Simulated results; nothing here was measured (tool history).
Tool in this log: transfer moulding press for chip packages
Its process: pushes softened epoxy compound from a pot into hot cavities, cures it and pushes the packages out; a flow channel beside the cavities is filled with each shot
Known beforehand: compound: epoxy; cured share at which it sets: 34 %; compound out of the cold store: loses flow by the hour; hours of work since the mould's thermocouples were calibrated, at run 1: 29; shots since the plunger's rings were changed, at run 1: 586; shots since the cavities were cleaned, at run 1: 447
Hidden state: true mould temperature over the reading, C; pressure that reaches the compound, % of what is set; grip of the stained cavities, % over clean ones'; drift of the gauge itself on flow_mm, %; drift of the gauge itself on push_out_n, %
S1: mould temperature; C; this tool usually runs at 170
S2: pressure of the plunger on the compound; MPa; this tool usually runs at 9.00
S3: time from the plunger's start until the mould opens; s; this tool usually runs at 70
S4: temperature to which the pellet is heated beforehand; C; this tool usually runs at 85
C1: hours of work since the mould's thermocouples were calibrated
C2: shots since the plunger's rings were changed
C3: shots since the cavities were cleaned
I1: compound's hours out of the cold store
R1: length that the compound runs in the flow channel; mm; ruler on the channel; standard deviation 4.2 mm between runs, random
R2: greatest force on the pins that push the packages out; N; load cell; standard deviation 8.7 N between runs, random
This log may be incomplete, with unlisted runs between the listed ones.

run 1 day=0.000 | S1=170 S2=9.00 S3=70 S4=85 | C1=29 C2=586 C3=447 | I1=28.2 | R1=623 R2=520
-- day=0.492 cavities cleaned with cleaning compound and waxed
-- day=2.517 cavities cleaned with cleaning compound and waxed
run 2 day=2.979 | S1=170 S2=9.00 S3=70 S4=85 | C1=62 C2=1409 C3=133 | I1=33.2 | R1=595 R2=440
-- day=4.621 cavities cleaned with cleaning compound and waxed
run 3 day=4.700 | S1=170 S2=9.00 S3=70 S4=85 | C1=81 C2=1887 C3=23 | I1=47.9 | R1=548 R2=392
-- day=6.650 cavities cleaned with cleaning compound and waxed
run 4 day=7.088 | S1=170 S2=9.00 S3=70 S4=95 | C1=108 C2=2557 C3=126 | I1=36.4 | R1=575 R2=433
-- day=8.654 cavities cleaned with cleaning compound and waxed
run 5 day=9.583 | S1=176 S2=9.00 S3=70 S4=85 | C1=136 C2=3259 C3=268 | I1=20.6 | R1=616 R2=436
-- day=10.792 cavities cleaned with cleaning compound and waxed
run 6 day=11.667 | S1=170 S2=9.00 S3=70 S4=85 | C1=160 C2=3841 C3=252 | I1=28.9 | R1=589 R2=493
-- day=12.842 cavities cleaned with cleaning compound and waxed
run 7 day=13.075 | S1=170 S2=9.00 S3=70 S4=85 | C1=175 C2=4229 C3=68 | I1=33.5 | R1=574 R2=397
-- day=14.854 cavities cleaned with cleaning compound and waxed
run 8 day=15.650 | S1=170 S2=9.00 S3=70 S4=85 | C1=204 C2=4953 C3=228 | I1=29.4 | R1=576 R2=477
-- day=16.871 cavities cleaned with cleaning compound and waxed
run 9 day=17.862 | S1=170 S2=9.00 S3=70 S4=85 | C1=229 C2=5573 C3=286 | I1=14.3 | R1=625 R2=504
-- day=19.021 cavities cleaned with cleaning compound and waxed
run 10 day=19.454 | S1=174 S2=9.00 S3=70 S4=85 | C1=247 C2=6014 C3=125 | I1=21.1 | R1=577 R2=418
-- day=20.238 plunger's sealing rings changed
-- day=21.175 cavities cleaned with cleaning compound and waxed
run 11 day=22.708 | S1=174 S2=9.00 S3=70 S4=85 | C1=282 C2=694 C3=442 | I1=40.3 | R1=577 R2=506
-- day=23.358 cavities cleaned with cleaning compound and waxed
run 12 day=24.725 | S1=170 S2=8.65 S3=51 S4=85 | C1=305 C2=1257 C3=393 | I1=41.1 | R1=561 R2=828
-- day=25.471 cavities cleaned with cleaning compound and waxed
-- day=27.533 cavities cleaned with cleaning compound and waxed
run 13 day=28.062 | S1=170 S2=8.29 S3=83 S4=85 | C1=342 C2=2183 C3=152 | I1=23.3 | R1=607 R2=400

Predict the results of run 14:
-- day=29.554 cavities cleaned with cleaning compound and waxed
run 14 day=31.038 | S1=170 S2=9.00 S3=85 S4=85 | C1=376 C2=3023 C3=428 | I1=38.7 | R1=? R2=?

Run 14 came out at R1 567 mm, R2 475 N.
Had the tool carried no hidden state, the very same run would have given R1 594 mm, R2 345 N.
